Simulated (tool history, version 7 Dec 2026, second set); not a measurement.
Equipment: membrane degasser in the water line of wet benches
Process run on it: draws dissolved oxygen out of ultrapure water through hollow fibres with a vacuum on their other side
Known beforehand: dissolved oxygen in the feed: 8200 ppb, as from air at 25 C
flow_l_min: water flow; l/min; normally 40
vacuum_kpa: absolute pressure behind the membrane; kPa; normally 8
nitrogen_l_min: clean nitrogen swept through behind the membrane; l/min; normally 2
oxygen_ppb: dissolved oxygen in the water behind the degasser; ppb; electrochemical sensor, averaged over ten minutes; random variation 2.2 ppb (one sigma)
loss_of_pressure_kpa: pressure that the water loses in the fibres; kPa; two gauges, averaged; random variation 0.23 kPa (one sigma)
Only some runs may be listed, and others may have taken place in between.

run      day  flow_l_min  vacuum_kpa  nitrogen_l_min  oxygen_ppb  loss_of_pressure_kpa
  1        0          40           8               2       242.3                 61.81
  2    4.946          40           8               2       234.5                 61.41
  3   13.292          40        5.37               2       123.8                 61.67
  4   22.271          31           8               2       187.2                 47.97
  5   28.421          55           8               2       322.4                 85.34
  6   33.875          55           8               2       321.4                 85.27
  7   38.138          55           8               2       327.3                 85.28
      39.562  -- vacuum gauge calibrated
      44.179  -- seals of the vacuum lines changed
  8   45.838          55           8               2       312.6                 85.54
  9   53.692          40           8               2       229.7                 62.77
 10     58.1          40           8            1.31       318.6                 62.87
 11     65.6          40           8               2       232.4                 62.86
 12   73.562          40           8               2         235                 63.07
 13   83.338          40           8               2         237                 63.45
 14     88.9          40           8               2       234.5                  63.3
 15   97.017          40           8            4.67         118                 63.61
 16  104.625          40           8            4.67       118.9                 63.75
 17  109.496          53        7.17               2       259.5                 83.67
 18  119.483          39       17.79            1.06      1008.4                 62.44
 19  127.879          39       17.79            1.06      1023.6                 62.43
 20    132.3          26       17.79            1.06       740.5                 41.93
 21  138.404          40           8            3.23       164.9                 64.22
 22  142.912          40        5.71               2       141.1                 64.63
 23  152.175          40       10.64               2         346                 64.67
 24  157.588          25         9.9            0.88       411.7                 40.32
 25  162.258          55        5.98             1.6         250                 89.44
 26  168.746          49           8               2       292.5                 79.85
 27  179.004          49           8               2       292.9                 80.22
 28  186.879          46        7.39            5.13       123.7                 75.72
 29  192.025          29        8.13            2.32       159.9                  47.8
 30  202.154          30       13.82               2       369.6                  49.7
 31  211.238          30       10.89               2       282.2                 49.92

Below are 5 alternative next runs, each starting from the tool's condition after run 31. Predict each:
  A  218.379          56       10.89               2           ?                     ?
  B  218.379          40           8            3.38           ?                     ?
  C  218.379          30       10.89            2.47           ?                     ?
  D  218.379          30       10.89            0.82           ?                     ?
  E  218.379          27        8.96            3.84           ?                     ?

run  oxygen_ppb  loss_of_pressure_kpa
  A       496.8                 92.94
  B       171.3                 66.04
  C       236.9                 50.26
  D       589.2                 49.88
  E       113.3                 44.98
The same runs, with their run-to-run variation unchanged, on a tool lacking any hidden condition would have given:
run  oxygen_ppb  loss_of_pressure_kpa
  A       460.6                 84.11
  B       149.5                 59.74
  C       219.1                  45.5
  D       559.1                 45.14
  E         101                 40.71
